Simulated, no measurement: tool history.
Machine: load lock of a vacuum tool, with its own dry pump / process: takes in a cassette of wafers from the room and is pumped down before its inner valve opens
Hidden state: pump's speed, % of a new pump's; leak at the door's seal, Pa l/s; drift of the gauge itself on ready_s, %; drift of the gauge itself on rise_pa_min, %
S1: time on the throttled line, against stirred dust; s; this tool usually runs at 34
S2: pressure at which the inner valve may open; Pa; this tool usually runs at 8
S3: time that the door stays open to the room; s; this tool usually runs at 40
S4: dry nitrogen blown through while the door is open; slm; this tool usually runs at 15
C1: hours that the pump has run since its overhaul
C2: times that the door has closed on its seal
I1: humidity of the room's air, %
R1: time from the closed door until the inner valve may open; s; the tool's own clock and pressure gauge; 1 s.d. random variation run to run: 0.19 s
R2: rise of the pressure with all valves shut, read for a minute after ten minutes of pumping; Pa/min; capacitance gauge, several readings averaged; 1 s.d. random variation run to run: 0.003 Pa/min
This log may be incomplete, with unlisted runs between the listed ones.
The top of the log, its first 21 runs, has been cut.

{"hour": 10031.7, "done": "dry pump taken out, an overhauled one fitted"}
{"run": 22, "hour": 10238.6, "S1": 45, "S2": 9, "S3": 40, "S4": 30, "C1": 207, "C2": 6121, "I1": 46.4, "R1": 60.3, "R2": 0.075}
{"run": 23, "hour": 10636.6, "S1": 45, "S2": 9, "S3": 40, "S4": 30, "C1": 605, "C2": 6869, "I1": 45.8, "R1": 60.3, "R2": 0.073}
{"run": 24, "hour": 11155.0, "S1": 18, "S2": 8, "S3": 216, "S4": 5, "C1": 1123, "C2": 7844, "I1": 46.2, "R1": 35.9, "R2": 0.19}
{"run": 25, "hour": 11610.6, "S1": 34, "S2": 8, "S3": 40, "S4": 15, "C1": 1579, "C2": 8700, "I1": 48.7, "R1": 50.7, "R2": 0.1}
{"run": 26, "hour": 12116.1, "S1": 28, "S2": 13, "S3": 40, "S4": 15, "C1": 2084, "C2": 9650, "I1": 46, "R1": 43.7, "R2": 0.106}
{"run": 27, "hour": 12514.9, "S1": 28, "S2": 13, "S3": 40, "S4": 15, "C1": 2483, "C2": 10400, "I1": 41.5, "R1": 44.1, "R2": 0.119}
{"run": 28, "hour": 13171.8, "S1": 28, "S2": 13, "S3": 218, "S4": 15, "C1": 3140, "C2": 11635, "I1": 45.2, "R1": 44.6, "R2": 0.169}
{"run": 29, "hour": 13711.2, "S1": 28, "S2": 13, "S3": 218, "S4": 15, "C1": 3680, "C2": 12649, "I1": 43.8, "R1": 44.2, "R2": 0.178}
{"run": 30, "hour": 14059.9, "S1": 56, "S2": 7, "S3": 63, "S4": 31, "C1": 4028, "C2": 13304, "I1": 40.9, "R1": 71.5, "R2": 0.13}
{"run": 31, "hour": 14728.0, "S1": 34, "S2": 8, "S3": 36, "S4": 15, "C1": 4696, "C2": 14560, "I1": 46.9, "R1": 51.1, "R2": 0.164}
{"run": 32, "hour": 15085.2, "S1": 34, "S2": 8, "S3": 26, "S4": 15, "C1": 5054, "C2": 15231, "I1": 43.3, "R1": 50.9, "R2": 0.165}
{"run": 33, "hour": 15731.4, "S1": 34, "S2": 9, "S3": 211, "S4": 4, "C1": 5700, "C2": 16446, "I1": 42, "R1": 51.3, "R2": 0.277}
{"run": 34, "hour": 16026.5, "S1": 52, "S2": 15, "S3": 217, "S4": 23, "C1": 5995, "C2": 17001, "I1": 43.7, "R1": 66.5, "R2": 0.207}
{"run": 35, "hour": 16710.8, "S1": 26, "S2": 8, "S3": 40, "S4": 20, "C1": 6679, "C2": 18287, "I1": 44, "R1": 44, "R2": 0.201}
{"run": 36, "hour": 17297.7, "S1": 26, "S2": 8, "S3": 40, "S4": 20, "C1": 7266, "C2": 19390, "I1": 44.1, "R1": 44.6, "R2": 0.221}
{"run": 37, "hour": 17875.4, "S1": 34, "S2": 8, "S3": 134, "S4": 13, "C1": 7844, "C2": 20476, "I1": 44.3, "R1": 52, "R2": 0.267}

Alternative continuations, all from the tool just after run 37; predict every row:
{"run": "A", "hour": 18266.8, "S1": 34, "S2": 8, "S3": 40, "S4": 15, "C1": 8235, "C2": 21212, "I1": 42.9, "R1": "?", "R2": "?"}
{"run": "B", "hour": 18266.8, "S1": 34, "S2": 13, "S3": 161, "S4": 13, "C1": 8235, "C2": 21212, "I1": 43.7, "R1": "?", "R2": "?"}
{"run": "C", "hour": 18266.8, "S1": 38, "S2": 8, "S3": 109, "S4": 15, "C1": 8235, "C2": 21212, "I1": 44.4, "R1": "?", "R2": "?"}

run=A R1=51.5 R2=0.248
run=B R1=50.6 R2=0.284
run=C R1=55.4 R2=0.271
Take away the tool's hidden state, keep each run's random variation, and the runs would have read:
run=A R1=50.3 R2=0.043
run=B R1=49.4 R2=0.077
run=C R1=54.2 R2=0.064
